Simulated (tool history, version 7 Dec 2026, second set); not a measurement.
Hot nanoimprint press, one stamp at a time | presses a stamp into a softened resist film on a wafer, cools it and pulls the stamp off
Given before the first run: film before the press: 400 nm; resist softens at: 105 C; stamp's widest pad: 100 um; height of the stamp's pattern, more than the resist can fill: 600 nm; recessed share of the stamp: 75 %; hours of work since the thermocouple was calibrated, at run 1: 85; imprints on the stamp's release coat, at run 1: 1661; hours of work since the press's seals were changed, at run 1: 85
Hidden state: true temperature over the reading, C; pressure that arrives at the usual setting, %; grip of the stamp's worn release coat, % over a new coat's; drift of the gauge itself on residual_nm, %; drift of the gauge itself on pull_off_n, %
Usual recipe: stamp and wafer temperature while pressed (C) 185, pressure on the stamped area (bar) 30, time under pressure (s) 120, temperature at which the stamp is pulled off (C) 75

run,day,stamp and wafer temperature while pressed (C),pressure on the stamped area (bar),time under pressure (s),temperature at which the stamp is pulled off (C),hours of work since the thermocouple was calibrated,imprints on the stamp's release coat,hours of work since the press's seals were changed,resist left under the stamp's widest pad (nm),greatest force while the stamp is pulled off (N)
1,0,185,30,120,75,85,1661,85,219,102
2,0.521,185,30,120,75,91,1694,91,219.4,100
3,1.138,185,30,120,75,98,1734,98,219.7,99
4,1.662,185,30,120,75,104,1768,104,219.8,101
5,2.25,185,30,120,82,110,1805,110,219.8,91
6,3.308,185,30,120,82,122,1873,122,220.6,89
7,4.1,185,30,120,82,131,1924,131,220.6,94
# day 4.671: stamp cleaned and given a new release coat
8,5.058,185,30,120,82,139,25,139,221.9,92
9,6.129,185,30,128,82,151,93,151,216.6,95
10,6.983,185,30,128,82,160,148,160,216.1,94
11,7.946,185,30,128,82,171,210,171,217.4,92
12,8.783,185,30,120,75,180,264,180,222.1,102
13,9.558,185,30,120,75,189,314,189,222.3,98
14,10.592,185,30,120,75,201,380,201,222.6,98
15,11.488,185,30,120,75,211,438,211,224.2,101
16,12.271,185,30,120,65,219,488,219,224.8,113
17,13.317,185,30,120,65,231,555,231,224.8,111
18,14.004,179,30,120,63,239,600,239,277.8,115
# day 14.275: gauge calibrated
19,14.938,179,40.7,120,63,249,660,249,246,114
20,15.45,184,24.6,120,63,255,692,255,244.2,110
21,16.262,187,43.7,157,79,264,745,264,156.4,94
22,16.9,187,43.7,157,79,271,786,271,157.1,94
23,17.95,185,41.6,120,66,283,853,283,194.4,112
24,19.017,185,25,120,66,295,922,295,235,110
25,19.729,185,44.5,101,73,303,968,303,202.9,105
26,20.7,184,47.8,101,65,313,1030,313,205.1,108
27,21.65,184,47.8,101,65,324,1091,324,205.7,112
28,22.525,184,47.8,101,65,334,1147,334,205.5,113

Predict each of these 4 candidate next runs independently; none follows another, all start after run 28:
A,23.304,177,28.6,176,75,342,1197,342,?,?
B,23.304,175,39.4,120,75,342,1197,342,?,?
C,23.304,185,30,74,79,342,1197,342,?,?
D,23.304,185,30,69,83,342,1197,342,?,?

run,resist left under the stamp's widest pad (nm),greatest force while the stamp is pulled off (N)
A,267.4,103
B,288.4,102
C,260.6,93
D,265.7,92
Had the tool no hidden state, the same runs would have come out as:
run,resist left under the stamp's widest pad (nm),greatest force while the stamp is pulled off (N)
A,263.2,102
B,283.8,101
C,256.4,92
D,261.4,92

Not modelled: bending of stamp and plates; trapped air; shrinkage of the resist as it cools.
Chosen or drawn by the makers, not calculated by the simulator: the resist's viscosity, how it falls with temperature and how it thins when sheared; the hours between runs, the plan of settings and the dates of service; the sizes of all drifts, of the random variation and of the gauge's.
